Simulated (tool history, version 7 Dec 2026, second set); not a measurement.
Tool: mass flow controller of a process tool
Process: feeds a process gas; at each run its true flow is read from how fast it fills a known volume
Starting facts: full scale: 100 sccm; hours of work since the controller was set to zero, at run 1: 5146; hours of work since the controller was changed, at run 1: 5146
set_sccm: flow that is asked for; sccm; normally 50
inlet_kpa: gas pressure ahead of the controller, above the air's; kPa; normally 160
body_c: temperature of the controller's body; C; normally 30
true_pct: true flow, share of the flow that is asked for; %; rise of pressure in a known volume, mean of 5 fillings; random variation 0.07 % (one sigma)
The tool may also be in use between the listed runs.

run    hour  set_sccm  inlet_kpa  body_c  hours of work since the controller was set to zero  hours of work since the controller was changed  true_pct
  1     0.0        50        160      30                                                5146                                            5146     95.11
  2   323.6        50        160      31                                                5313                                            5313     94.90
  3   472.1        50        160      31                                                5389                                            5389     94.86
  4   673.0        50        160      31                                                5493                                            5493     94.82
  5   986.9        50        160      31                                                5654                                            5654     94.61
  6  1166.7        50        160      31                                                5747                                            5747     94.61
  7  1391.0        50        160      30                                                5862                                            5862     94.74
  8  1579.3        50        160      30                                                5959                                            5959     94.67
  9  1727.5        50        160      30                                                6036                                            6036     94.57
 10  1920.6        50        160      30                                                6135                                            6135     94.54
 11  2189.0        50        160      30                                                6273                                            6273     94.43
 12  2487.2        50        160      30                                                6427                                            6427     94.38
 13  2766.5        50        229      30                                                6571                                            6571     94.49
 14  3001.2        50        229      30                                                6691                                            6691     94.35
 15  3310.5        11        252      30                                                6851                                            6851     82.81
 16  3507.8        20        149      30                                                6952                                            6952     88.76
     3859.5  -- controller's zero set anew
 17  3864.5        28        186      30                                                   3                                            7136     96.23
 18  4099.0        28        186      30                                                 123                                            7256     96.19
 19  4354.3        61        215      27                                                 255                                            7388     97.59
 20  4574.0        55        206      27                                                 368                                            7501     97.40
 21  4808.1        26        165      33                                                 488                                            7622     95.25
 22  5073.8        36        244      33                                                 625                                            7758     95.88
 23  5354.0        36        244      33                                                 770                                            7903     95.74
 24  5711.6        75        234      30                                                 954                                            8087     97.54
 25  5978.0        72        262      33                                                1091                                            8224     97.19
     6066.8  -- controller exchanged for a calibrated one
 26  6263.2        50        196      30                                                 101                                             101     97.73

Forecast each of these 5 alternatives for the next run:
  A  6588.1        13        160      21                                                 268                                             268         ?
  B  6588.1        59        160      21                                                 268                                             268         ?
  C  6588.1        39        213      26                                                 268                                             268         ?
  D  6588.1        47        181      30                                                 268                                             268         ?
  E  6588.1        27        181      31                                                 268                                             268         ?

run  true_pct
  A     96.98
  B     98.78
  C     97.77
  D     97.49
  E     96.44
What these runs would have given with no unlogged condition in the tool:
run  true_pct
  A     97.46
  B     98.87
  C     97.92
  D     97.60
  E     96.66
